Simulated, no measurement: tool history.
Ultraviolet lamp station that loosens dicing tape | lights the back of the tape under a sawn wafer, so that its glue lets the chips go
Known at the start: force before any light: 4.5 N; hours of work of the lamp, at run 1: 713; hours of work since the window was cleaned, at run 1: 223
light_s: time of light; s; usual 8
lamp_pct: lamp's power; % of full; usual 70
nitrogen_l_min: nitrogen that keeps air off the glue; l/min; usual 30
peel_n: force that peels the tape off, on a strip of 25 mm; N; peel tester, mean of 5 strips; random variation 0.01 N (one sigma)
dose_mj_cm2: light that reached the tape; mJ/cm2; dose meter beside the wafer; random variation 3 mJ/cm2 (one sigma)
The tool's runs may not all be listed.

| run | hour | light_s | lamp_pct | nitrogen_l_min | hours of work of the lamp | hours of work since the window was cleaned | peel_n | dose_mj_cm2 |
|---|---|---|---|---|---|---|---|---|
| 1 | 0 | 8 | 70 | 30 | 713 | 223 | 0.879 | 288 |
| 2 | 41.2 | 8 | 70 | 30 | 743 | 253 | 0.897 | 285 |
| 3 | 81.8 | 8 | 70 | 30 | 772 | 283 | 0.935 | 279 |
| 4 | 126.7 | 8 | 70 | 30 | 805 | 316 | 0.949 | 271 |
| 5 | 166.6 | 8 | 70 | 30 | 835 | 345 | 1.023 | 265 |
| 6 | 204.5 | 8 | 77 | 30 | 862 | 373 | 0.926 | 286 |
| 7 | 244.3 | 8 | 70 | 30 | 892 | 402 | 1.088 | 254 |
| 8 | 268.7 | 8 | 70 | 30 | 909 | 420 | 1.104 | 249 |
| 9 | 302.8 | 8 | 70 | 30 | 934 | 445 | 1.166 | 244 |
| 10 | 324.2 | 8 | 70 | 18 | 950 | 461 | 1.316 | 238 |
| 11 | 353.2 | 8 | 70 | 18 | 971 | 482 | 1.305 | 229 |
| 12 | 397.2 | 8 | 84 | 30 | 1003 | 514 | 0.952 | 271 |
|  | 407.9 | window cleaned of glue's vapour |
| 13 | 442.1 | 8 | 70 | 30 | 1036 | 25 | 1.072 | 255 |
| 14 | 484.3 | 8 | 70 | 30 | 1067 | 56 | 1.124 | 252 |
| 15 | 524.5 | 8 | 70 | 30 | 1096 | 85 | 1.12 | 239 |
| 16 | 547.5 | 8 | 70 | 30 | 1113 | 102 | 1.178 | 240 |
|  | 555.3 | lamp changed |
| 17 | 571.1 | 8 | 71 | 30 | 12 | 119 | 0.495 | 433 |
| 18 | 598.8 | 12 | 70 | 30 | 32 | 139 | 0.266 | 634 |
| 19 | 633.1 | 11 | 70 | 30 | 57 | 164 | 0.298 | 575 |
| 20 | 662.5 | 11 | 70 | 30 | 79 | 186 | 0.312 | 567 |
| 21 | 689.4 | 11 | 70 | 30 | 98 | 205 | 0.314 | 557 |
| 22 | 715.3 | 11 | 70 | 30 | 117 | 224 | 0.329 | 549 |
| 23 | 740.1 | 11 | 70 | 30 | 135 | 243 | 0.324 | 541 |
| 24 | 774.8 | 8 | 87 | 19 | 161 | 268 | 0.463 | 480 |
| 25 | 809.9 | 13 | 70 | 27 | 186 | 294 | 0.271 | 615 |
| 26 | 842.7 | 11 | 82 | 15 | 211 | 318 | 0.35 | 603 |
| 27 | 872.5 | 15 | 86 | 47 | 232 | 340 | 0.207 | 853 |
| 28 | 900.4 | 8 | 86 | 12 | 253 | 360 | 0.615 | 448 |
| 29 | 939.1 | 11 | 66 | 14 | 281 | 388 | 0.569 | 464 |
| 30 | 980.3 | 5 | 84 | 30 | 311 | 419 | 1.035 | 266 |
| 31 | 1020.1 | 7 | 99 | 19 | 340 | 448 | 0.582 | 421 |
| 32 | 1050.2 | 4 | 99 | 10 | 363 | 470 | 1.569 | 241 |
| 33 | 1090.2 | 8 | 78 | 10 | 392 | 499 | 0.888 | 366 |
|  | 1121 | window cleaned of glue's vapour |
| 34 | 1121 | 8 | 78 | 10 | 414 | 0 | 0.743 | 417 |
| 35 | 1165.8 | 8 | 67 | 11 | 447 | 33 | 0.946 | 348 |
| 36 | 1209.2 | 8 | 67 | 11 | 479 | 65 | 1.011 | 339 |
| 37 | 1232.9 | 8 | 82 | 11 | 496 | 82 | 0.759 | 412 |
| 38 | 1254.7 | 8 | 79 | 10 | 512 | 98 | 0.811 | 385 |
| 39 | 1293.2 | 7 | 66 | 19 | 540 | 126 | 1.054 | 274 |
| 40 | 1326.8 | 7 | 66 | 39 | 565 | 151 | 0.928 | 278 |
| 41 | 1368.8 | 11 | 70 | 36 | 596 | 182 | 0.43 | 446 |

5 ways to go on from here, each from the tool as it stands after run 41. What would each give?
| A | 1397.6 | 8 | 70 | 13 | 617 | 203 | ? | ? |
| B | 1397.6 | 8 | 97 | 30 | 617 | 203 | ? | ? |
| C | 1397.6 | 6 | 72 | 12 | 617 | 203 | ? | ? |
| D | 1397.6 | 9 | 88 | 58 | 617 | 203 | ? | ? |
| E | 1397.6 | 11 | 81 | 49 | 617 | 203 | ? | ? |

| run | peel_n | dose_mj_cm2 |
|---|---|---|
| A | 1.032 | 318 |
| B | 0.457 | 442 |
| C | 1.386 | 252 |
| D | 0.377 | 454 |
| E | 0.357 | 508 |
Without the tool's hidden state the same runs would have given:
| run | peel_n | dose_mj_cm2 |
|---|---|---|
| A | 0.608 | 452 |
| B | 0.267 | 628 |
| C | 0.889 | 356 |
| D | 0.238 | 643 |
| E | 0.24 | 721 |

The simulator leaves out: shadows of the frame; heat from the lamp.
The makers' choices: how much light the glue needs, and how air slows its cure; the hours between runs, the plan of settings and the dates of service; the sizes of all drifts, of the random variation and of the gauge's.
